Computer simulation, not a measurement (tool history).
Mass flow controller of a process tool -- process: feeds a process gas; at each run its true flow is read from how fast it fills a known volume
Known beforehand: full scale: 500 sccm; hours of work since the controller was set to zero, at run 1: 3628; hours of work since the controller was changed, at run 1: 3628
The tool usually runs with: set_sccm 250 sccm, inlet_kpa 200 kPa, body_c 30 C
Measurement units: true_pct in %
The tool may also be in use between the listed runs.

| run | hour | set_sccm | inlet_kpa | body_c | hours of work since the controller was set to zero | hours of work since the controller was changed | true_pct |
|---|---|---|---|---|---|---|---|
| 1 | 0 | 250 | 200 | 30 | 3628 | 3628 | 97.31 |
| 2 | 124.4 | 250 | 200 | 34 | 3727 | 3727 | 96.92 |
| 3 | 213.1 | 250 | 200 | 30 | 3797 | 3797 | 97.33 |
| 4 | 313.4 | 250 | 260 | 30 | 3877 | 3877 | 97.3 |
| 5 | 412.5 | 250 | 260 | 30 | 3956 | 3956 | 97.3 |
| 6 | 518.4 | 250 | 200 | 30 | 4040 | 4040 | 97.29 |
| 7 | 599.1 | 250 | 200 | 30 | 4104 | 4104 | 97.15 |
|  | 670 | controller's zero set anew |
| 8 | 752 | 250 | 200 | 30 | 65 | 4225 | 99.34 |
| 9 | 846.7 | 250 | 200 | 30 | 140 | 4300 | 99.4 |
| 10 | 914.6 | 250 | 200 | 30 | 194 | 4354 | 99.3 |
| 11 | 1027.8 | 101 | 256 | 30 | 284 | 4444 | 98.55 |
| 12 | 1093.9 | 101 | 256 | 22 | 337 | 4497 | 99.18 |
| 13 | 1177.8 | 101 | 256 | 22 | 404 | 4563 | 99.03 |
| 14 | 1305.7 | 148 | 189 | 22 | 505 | 4665 | 99.29 |
| 15 | 1408.7 | 74 | 214 | 22 | 587 | 4747 | 98.23 |
| 16 | 1542.5 | 250 | 162 | 25 | 693 | 4853 | 99.54 |

Difference, measured minus no-hidden-state, one row per run. Run-to-run variation is common to both terms; the gauge's own scatter need not be:
The tool's hidden condition here consists of: flow at rest that the sensor doesn't see, % of full scale; true flow over the shown one, %; drift of the gauge itself on true_pct, %.
| run | true_pct |
|---|---|
| 1 | -1.3 |
| 2 | -1.32 |
| 3 | -1.35 |
| 4 | -1.38 |
| 5 | -1.41 |
| 6 | -1.43 |
| 7 | -1.45 |
| 8 | +0.8 |
| 9 | +0.77 |
| 10 | +0.74 |
| 11 | +0.37 |
| 12 | +0.31 |
| 13 | +0.24 |
| 14 | +0.4 |
| 15 | -0.35 |
| 16 | +0.57 |
